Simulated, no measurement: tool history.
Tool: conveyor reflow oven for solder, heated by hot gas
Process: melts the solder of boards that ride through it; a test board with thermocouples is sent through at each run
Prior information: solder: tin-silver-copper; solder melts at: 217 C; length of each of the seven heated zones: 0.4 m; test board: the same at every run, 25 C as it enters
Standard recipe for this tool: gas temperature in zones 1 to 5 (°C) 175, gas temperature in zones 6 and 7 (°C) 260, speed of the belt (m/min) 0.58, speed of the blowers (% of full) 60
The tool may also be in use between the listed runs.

run     day  gas temperature in zones 1 to 5 (°C)  gas temperature in zones 6 and 7 (°C)  speed of the belt (m/min)  speed of the blowers (% of full)  highest temperature of the board (°C)  time above the solder's melting point (s)
  1       0                                   175                                    260                       0.58                                60                                  244.7                                       56.4
  2   0.875                                   175                                    260                       0.58                                60                                  245.2                                       55.6
  3    1.85                                   175                                    260                       0.58                                60                                  244.9                                       55.9
  4   2.842                                   175                                    260                       0.58                                60                                    245                                       56.5
  5     3.6                                   182                                    260                       0.58                                60                                  245.7                                       61.5
  6   4.121                                   182                                    260                       0.58                                60                                  246.4                                       59.5
  7   4.717                                   166                                    260                       0.58                                60                                  243.3                                       51.4
  8   5.621                                   166                                    260                       0.58                                60                                  243.8                                       50.5
  9   6.467                                   175                                    265                       0.58                                60                                    250                                       59.5
 10   7.121                                   175                                    255                       0.58                                60                                  240.5                                       51.7
 11    7.75                                   175                                    255                       0.58                                60                                  240.7                                       50.9
 12   8.296                                   175                                    255                       0.58                                60                                  240.5                                       51.2
 13   8.946                                   175                                    260                      0.675                                60                                  240.2                                       41.3
 14   9.496                                   175                                    251                       0.58                                54                                    235                                       45.1
 15   10.05                                   169                                    270                       0.58                                55                                  251.2                                       59.5
 16  10.842                                   181                                    264                      0.526                                55                                  250.4                                       70.9
 17  11.621                                   175                                    260                      0.558                                60                                  245.8                                       60.4
 18  12.588                                   168                                    261                      0.571                                61                                  245.2                                       55.1
 19  13.538                                   175                                    267                       0.58                                60                                  250.7                                       61.3
 20  14.554                                   187                                    260                      0.654                                60                                    244                                       52.7
 21  15.167                                   175                                    260                      0.695                                56                                  238.1                                         38
 22  15.904                                   173                                    260                       0.58                                60                                  243.8                                       55.5
 23  16.538                                   180                                    260                      0.556                                60                                  247.4                                       63.7
 24    17.6                                   180                                    260                      0.556                                60                                  247.1                                       63.7
 25  18.338                                   175                                    271                      0.614                                70                                  254.7                                       60.3
 26  19.154                                   184                                    266                      0.466                                61                                  256.9                                       87.8

Not shown: 1 entry that the log had between the listed runs. Between which runs, and how does the tool's hidden state differ before and after?
In the gap between runs 12 and 13: flux residue cleaned out of gas plates and filters (day 8.85)
  heat that the gas passes to the board, % of a clean oven's: 99.8 -> 100
